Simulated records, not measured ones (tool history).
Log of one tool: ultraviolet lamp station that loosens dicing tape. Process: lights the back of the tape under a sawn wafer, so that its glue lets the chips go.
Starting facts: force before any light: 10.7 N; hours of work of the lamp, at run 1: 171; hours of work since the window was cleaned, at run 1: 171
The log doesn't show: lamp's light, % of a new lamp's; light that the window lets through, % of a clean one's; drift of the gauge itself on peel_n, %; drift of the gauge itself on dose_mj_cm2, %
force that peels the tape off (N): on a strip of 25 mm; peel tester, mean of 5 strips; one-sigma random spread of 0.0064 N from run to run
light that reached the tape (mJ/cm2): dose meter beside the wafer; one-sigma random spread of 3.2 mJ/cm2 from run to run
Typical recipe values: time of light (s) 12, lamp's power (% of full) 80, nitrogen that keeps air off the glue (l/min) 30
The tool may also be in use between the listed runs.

run,hour,time of light (s),lamp's power (% of full),nitrogen that keeps air off the glue (l/min),hours of work of the lamp,hours of work since the window was cleaned,force that peels the tape off (N),light that reached the tape (mJ/cm2)
1,0,12,80,30,171,171,0.284,444
2,36.4,12,80,30,192,192,0.272,438
3,68.1,12,80,30,211,211,0.297,436
4,85.5,12,80,30,221,221,0.308,433
5,119.2,12,80,30,240,240,0.322,422
6,149.7,12,86,30,258,258,0.255,448
7,179.2,12,86,30,275,275,0.282,446
8,212.5,12,80,13,295,295,0.834,411
9,232.2,12,94,30,306,306,0.233,477
10,266.9,12,94,30,326,326,0.258,466
11,283.6,12,94,30,336,336,0.242,472
12,316.7,12,80,19,355,355,0.641,388
13,342.2,12,80,19,370,370,0.653,392
14,359.1,12,80,19,380,380,0.663,388
# hour 371.1: window cleaned of glue's vapour
15,377.3,12,80,19,390,4,0.501,425
16,398.1,12,80,19,402,16,0.524,429
17,421.7,12,80,19,416,29,0.521,418
18,438.3,12,80,19,425,39,0.516,425
19,475.4,12,98,30,447,61,0.194,508
20,507.8,12,98,30,466,79,0.189,496
21,531.1,12,98,30,479,93,0.211,494
22,553.5,12,98,30,492,106,0.219,489
23,570.4,12,98,30,502,116,0.221,487
24,590.7,15,98,21,514,128,0.165,600
25,607.4,12,84,33,524,137,0.307,413
26,624.7,12,96,30,534,147,0.244,461
27,654.5,9,96,39,551,165,0.441,350
28,675.8,23,66,26,563,177,0.146,596
29,699.5,16,65,10,577,191,1.082,408
30,729.7,8,100,30,595,208,0.757,307
31,752.8,8,100,30,608,222,0.781,306
32,768.6,8,100,30,617,231,0.794,304
33,804.2,7,74,32,638,251,1.889,192
34,836.5,22,80,25,657,270,0.116,648
35,851.9,18,80,25,666,279,0.195,529
36,871.3,8,84,25,677,290,1.449,242
37,894.9,8,84,25,691,304,1.475,242
38,916.1,8,84,25,703,316,1.522,239
39,940,8,84,25,717,330,1.61,238
40,973.7,19,82,25,736,350,0.197,544
41,1000.8,19,82,25,752,366,0.196,535
42,1028.9,19,82,25,768,382,0.197,532
# hour 1036.9: window cleaned of glue's vapour
43,1053.1,19,82,25,782,9,0.16,582

Each row is a separate what-if for the run after 43, all from the same tool condition, not one after another. Results?
A,1087.4,8,61,25,802,29,?,?
B,1087.4,19,94,25,802,29,?,?
C,1087.4,12,67,11,802,29,?,?

run,force that peels the tape off (N),light that reached the tape (mJ/cm2)
A,2.387,179
B,0.116,658
C,1.947,300
Without the tool's unlogged condition, the same runs would have read:
run,force that peels the tape off (N),light that reached the tape (mJ/cm2)
A,1.31,255
B,0.075,933
C,0.962,424
